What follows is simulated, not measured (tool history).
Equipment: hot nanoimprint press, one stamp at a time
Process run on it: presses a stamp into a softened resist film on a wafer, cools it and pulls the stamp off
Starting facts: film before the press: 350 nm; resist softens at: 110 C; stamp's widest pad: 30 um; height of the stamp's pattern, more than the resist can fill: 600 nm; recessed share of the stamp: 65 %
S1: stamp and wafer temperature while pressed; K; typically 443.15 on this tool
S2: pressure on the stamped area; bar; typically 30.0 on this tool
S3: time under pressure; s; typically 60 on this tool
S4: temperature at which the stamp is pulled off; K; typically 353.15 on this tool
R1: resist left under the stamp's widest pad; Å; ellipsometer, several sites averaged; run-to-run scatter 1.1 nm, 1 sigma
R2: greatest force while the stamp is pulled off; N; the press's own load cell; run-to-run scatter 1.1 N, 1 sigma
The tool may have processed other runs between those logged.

run,day,S1,S2,S3,S4,R1,R2
1,0.000,443.15,30.0,60,353.15,1683,132
2,0.258,443.15,30.0,60,353.15,1671,133
3,0.483,443.15,30.0,60,353.15,1663,134
4,0.933,443.15,30.0,60,353.15,1673,135
# day 1.262: stamp cleaned and given a new release coat
5,1.425,443.15,30.0,60,353.15,1672,132
6,1.704,443.15,30.0,60,353.15,1657,133
7,2.104,443.15,30.0,49,353.15,1761,133
8,2.408,455.15,30.0,49,353.15,960,132
9,2.621,443.15,30.0,60,353.15,1670,132
10,2.988,443.15,30.0,60,353.15,1660,133
11,3.358,443.15,30.0,60,353.15,1654,132
12,3.579,443.15,30.0,60,353.15,1670,134
13,3.792,443.15,30.0,60,353.15,1675,132
14,4.142,443.15,30.0,60,353.15,1673,133
15,4.592,443.15,30.0,60,347.15,1678,149
16,4.971,436.15,46.0,60,347.15,1973,150
17,5.300,436.15,46.0,60,347.15,1966,150
18,5.796,449.15,39.9,44,361.15,1148,109
19,6.212,443.15,32.1,48,355.15,1739,128
20,6.475,441.15,30.0,60,353.15,1850,132
21,6.796,441.15,30.0,60,353.15,1847,132
22,7.271,439.15,30.0,67,355.15,1988,127
23,7.700,443.15,36.1,60,353.15,1509,130
24,8.029,443.15,36.1,60,353.15,1517,133
25,8.458,443.15,43.1,69,359.15,1316,113
26,8.871,443.15,43.1,69,359.15,1304,114
# day 9.238: stamp cleaned and given a new release coat
27,9.579,444.15,31.9,69,344.15,1443,161
28,10.038,444.15,31.9,69,344.15,1448,159
29,10.517,443.15,30.0,60,356.15,1671,125

Forecast each of these 3 alternatives for the next run:
A,10.983,442.15,27.1,60,355.15,?,?
B,10.983,443.15,47.7,60,356.15,?,?
C,10.983,442.15,30.0,53,356.15,?,?

run,R1,R2
A,1849,129
B,1299,124
C,1807,124
Had the tool no hidden state, the same runs would have come out as:
run,R1,R2
A,1847,129
B,1297,124
C,1805,124
